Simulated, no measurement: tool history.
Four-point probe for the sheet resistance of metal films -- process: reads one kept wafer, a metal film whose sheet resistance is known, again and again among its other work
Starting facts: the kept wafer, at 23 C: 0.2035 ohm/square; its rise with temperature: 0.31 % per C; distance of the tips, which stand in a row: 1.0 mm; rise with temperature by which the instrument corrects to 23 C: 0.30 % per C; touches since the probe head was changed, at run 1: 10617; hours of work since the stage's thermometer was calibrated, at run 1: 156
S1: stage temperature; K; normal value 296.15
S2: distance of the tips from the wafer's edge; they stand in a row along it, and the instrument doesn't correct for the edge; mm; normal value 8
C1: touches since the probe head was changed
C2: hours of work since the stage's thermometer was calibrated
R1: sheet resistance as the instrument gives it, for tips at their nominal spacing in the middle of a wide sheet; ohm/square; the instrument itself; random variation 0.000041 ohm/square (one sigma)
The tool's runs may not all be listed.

| run | hour | S1 | S2 | C1 | C2 | R1 |
|---|---|---|---|---|---|---|
| 1 | 0.0 | 296.15 | 8 | 10617 | 156 | 0.205621 |
| 2 | 15.3 | 298.15 | 8 | 11176 | 168 | 0.205758 |
| 3 | 30.0 | 295.15 | 8 | 11718 | 179 | 0.205637 |
| 4 | 39.8 | 300.15 | 8 | 12076 | 187 | 0.205782 |
| 5 | 51.6 | 300.15 | 8 | 12509 | 196 | 0.205722 |
| 6 | 59.9 | 300.15 | 8 | 12813 | 202 | 0.205700 |
| 7 | 69.8 | 300.15 | 50 | 13175 | 210 | 0.204176 |
| 8 | 81.3 | 300.15 | 50 | 13598 | 219 | 0.204212 |
| 9 | 89.6 | 296.15 | 8 | 13899 | 225 | 0.205658 |
| 10 | 98.9 | 296.15 | 8 | 14243 | 232 | 0.205781 |
| 11 | 107.1 | 293.15 | 8 | 14544 | 239 | 0.205621 |
| 12 | 120.0 | 293.15 | 8 | 15016 | 249 | 0.205655 |
| 13 | 130.5 | 293.15 | 8 | 15401 | 257 | 0.205745 |
| 14 | 145.5 | 293.15 | 8 | 15951 | 268 | 0.205660 |
| 15 | 159.1 | 293.15 | 8 | 16448 | 279 | 0.205750 |
| 16 | 168.7 | 300.15 | 3 | 16801 | 286 | 0.215581 |
| 17 | 177.6 | 294.15 | 22 | 17128 | 293 | 0.204274 |
| 18 | 186.7 | 304.15 | 22 | 17458 | 300 | 0.204524 |
| 19 | 199.5 | 304.15 | 9 | 17929 | 310 | 0.205622 |
| 20 | 212.6 | 304.15 | 9 | 18411 | 320 | 0.205691 |
| 21 | 227.5 | 304.15 | 9 | 18955 | 332 | 0.205639 |
| 22 | 240.5 | 294.15 | 4 | 19431 | 342 | 0.210726 |
| 23 | 248.7 | 294.15 | 4 | 19733 | 348 | 0.210740 |
| 24 | 259.7 | 292.15 | 4 | 20137 | 357 | 0.210690 |
| 25 | 269.0 | 292.15 | 4 | 20479 | 364 | 0.210644 |
| 26 | 280.2 | 292.15 | 4 | 20888 | 373 | 0.210701 |
| 27 | 287.4 | 304.15 | 56 | 21153 | 378 | 0.204384 |

Forecast each of these 4 alternatives for the next run:
| A | 302.0 | 303.15 | 5 | 21687 | 389 | ? |
| B | 302.0 | 295.15 | 32 | 21687 | 389 | ? |
| C | 302.0 | 298.15 | 14 | 21687 | 389 | ? |
| D | 302.0 | 303.15 | 56 | 21687 | 389 | ? |

| run | R1 |
|---|---|
| A | 0.208635 |
| B | 0.204186 |
| C | 0.204775 |
| D | 0.204323 |
Had the tool no hidden state, the same runs would have come out as:
| run | R1 |
|---|---|
| A | 0.207978 |
| B | 0.203541 |
| C | 0.204128 |
| D | 0.203678 |
